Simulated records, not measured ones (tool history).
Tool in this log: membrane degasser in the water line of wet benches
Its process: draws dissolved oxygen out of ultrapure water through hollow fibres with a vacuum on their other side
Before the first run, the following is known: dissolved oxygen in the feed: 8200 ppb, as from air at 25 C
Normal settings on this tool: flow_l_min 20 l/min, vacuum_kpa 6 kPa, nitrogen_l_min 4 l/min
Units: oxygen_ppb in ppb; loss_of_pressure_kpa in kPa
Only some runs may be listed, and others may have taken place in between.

{"run": 1, "hour": 0.0, "flow_l_min": 20, "vacuum_kpa": 6, "nitrogen_l_min": 4, "oxygen_ppb": 39, "loss_of_pressure_kpa": 42.21}
{"run": 2, "hour": 47.5, "flow_l_min": 20, "vacuum_kpa": 6, "nitrogen_l_min": 4, "oxygen_ppb": 39.1, "loss_of_pressure_kpa": 42.16}
{"run": 3, "hour": 96.7, "flow_l_min": 20, "vacuum_kpa": 6, "nitrogen_l_min": 4, "oxygen_ppb": 39.9, "loss_of_pressure_kpa": 42.23}
{"run": 4, "hour": 140.5, "flow_l_min": 20, "vacuum_kpa": 6, "nitrogen_l_min": 4, "oxygen_ppb": 38.5, "loss_of_pressure_kpa": 42.49}
{"run": 5, "hour": 193.6, "flow_l_min": 20, "vacuum_kpa": 6, "nitrogen_l_min": 4, "oxygen_ppb": 39.3, "loss_of_pressure_kpa": 42.11}
{"run": 6, "hour": 223.7, "flow_l_min": 20, "vacuum_kpa": 6, "nitrogen_l_min": 4, "oxygen_ppb": 38.7, "loss_of_pressure_kpa": 42.34}
{"run": 7, "hour": 258.3, "flow_l_min": 15, "vacuum_kpa": 13.73, "nitrogen_l_min": 4, "oxygen_ppb": 100.2, "loss_of_pressure_kpa": 31.7}
{"run": 8, "hour": 299.4, "flow_l_min": 25, "vacuum_kpa": 8.39, "nitrogen_l_min": 4.1, "oxygen_ppb": 85.5, "loss_of_pressure_kpa": 52.95}
{"run": 9, "hour": 363.8, "flow_l_min": 19, "vacuum_kpa": 9.93, "nitrogen_l_min": 9.21, "oxygen_ppb": 38.6, "loss_of_pressure_kpa": 40.25}
{"run": 10, "hour": 413.1, "flow_l_min": 20, "vacuum_kpa": 12.61, "nitrogen_l_min": 8.69, "oxygen_ppb": 58.9, "loss_of_pressure_kpa": 42.5}

Run 11 comes next. What will it give?
{"run": 11, "hour": 458.6, "flow_l_min": 18, "vacuum_kpa": 10.16, "nitrogen_l_min": 10.02, "oxygen_ppb": "?", "loss_of_pressure_kpa": "?"}

oxygen_ppb: 34.7 ppb
loss_of_pressure_kpa: 38.34 kPa
On a tool with no hidden condition, and with the same random variation, this run would have come out at oxygen_ppb 33.5 ppb, loss_of_pressure_kpa 38.21 kPa.

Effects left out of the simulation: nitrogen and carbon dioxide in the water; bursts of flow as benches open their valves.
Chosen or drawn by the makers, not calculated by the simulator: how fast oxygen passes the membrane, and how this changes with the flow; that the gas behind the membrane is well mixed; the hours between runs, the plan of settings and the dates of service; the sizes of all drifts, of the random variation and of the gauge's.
